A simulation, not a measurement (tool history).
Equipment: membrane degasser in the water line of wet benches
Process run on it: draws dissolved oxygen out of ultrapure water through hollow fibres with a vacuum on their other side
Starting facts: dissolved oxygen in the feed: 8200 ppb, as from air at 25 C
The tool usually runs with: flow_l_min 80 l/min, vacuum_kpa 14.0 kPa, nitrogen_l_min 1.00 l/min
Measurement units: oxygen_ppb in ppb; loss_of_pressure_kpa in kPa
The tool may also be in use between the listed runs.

run,hour,flow_l_min,vacuum_kpa,nitrogen_l_min,oxygen_ppb,loss_of_pressure_kpa
1,0.0,80,14.0,1.00,1309.8,26.87
2,68.3,80,14.0,1.00,1309.1,26.80
3,118.2,80,14.0,1.00,1311.4,27.09
4,158.4,80,14.0,1.00,1308.9,27.04
5,218.5,101,14.0,1.00,1529.0,33.85
6,303.7,101,14.0,1.00,1529.9,33.85
7,343.8,80,11.1,1.00,996.1,26.82
8,402.1,80,14.0,1.00,1310.1,26.95
9,483.1,80,14.0,1.00,1308.6,27.03
10,547.9,80,14.0,1.00,1309.5,26.82
11,623.8,80,14.0,1.00,1307.9,27.00
12,687.4,80,14.0,1.00,1308.8,26.77
13,763.8,80,27.5,1.00,2525.5,27.22
14,848.5,80,14.6,1.00,1369.3,27.07
15,940.4,80,25.1,1.00,2336.9,26.85
16,1004.0,80,25.1,1.00,2335.8,26.95
17,1058.1,123,21.9,0.67,3173.0,41.29
18,1150.9,123,21.9,0.67,3173.9,41.57
# hour 1182.2: vacuum gauge calibrated
19,1192.4,54,30.1,1.00,2153.1,18.28
20,1261.9,54,11.1,1.13,685.2,18.62
21,1356.4,74,16.7,0.54,2106.4,25.25
22,1430.0,57,16.7,1.36,1015.4,19.25
23,1479.0,80,22.1,0.70,2515.7,27.00
24,1571.7,52,10.3,2.50,320.5,17.73
25,1635.5,86,14.0,0.67,1701.3,29.06
26,1719.7,86,14.0,0.67,1703.5,29.45
27,1807.5,87,14.0,1.44,1097.8,29.61
28,1879.7,104,26.2,0.76,3197.1,35.51
29,1947.2,104,26.2,0.76,3198.7,35.21
30,2014.1,64,15.6,1.03,1240.5,21.76
31,2084.5,54,14.0,0.94,1036.1,18.44
32,2172.2,56,14.0,2.01,608.6,19.38

Results per run with the tool's hidden condition removed, run-to-run variation unchanged:
Hidden conditions of the tool in this case: membrane still open, %; true pressure behind the membrane over the reading, kPa; air that leaks in behind the membrane, l/min; drift of the gauge itself on oxygen_ppb, %; drift of the gauge itself on loss_of_pressure_kpa, %.
run,oxygen_ppb,loss_of_pressure_kpa
1,1301.7,26.50
2,1300.8,26.42
3,1303.1,26.70
4,1300.5,26.65
5,1518.1,33.34
6,1518.7,33.32
7,986.6,26.39
8,1301.3,26.51
9,1299.7,26.57
10,1300.4,26.34
11,1298.8,26.51
12,1299.6,26.27
13,2519.1,26.69
14,1360.0,26.52
15,2330.0,26.29
16,2328.8,26.38
17,3163.4,40.39
18,3164.2,40.64
19,2152.2,17.86
20,684.5,18.20
21,2110.8,24.65
22,1013.9,18.77
23,2518.2,26.33
24,318.9,17.28
25,1701.6,28.30
26,1703.8,28.68
27,1093.2,28.81
28,3198.3,34.52
29,3199.9,34.20
30,1239.1,21.13
31,1035.1,17.90
32,605.7,18.81
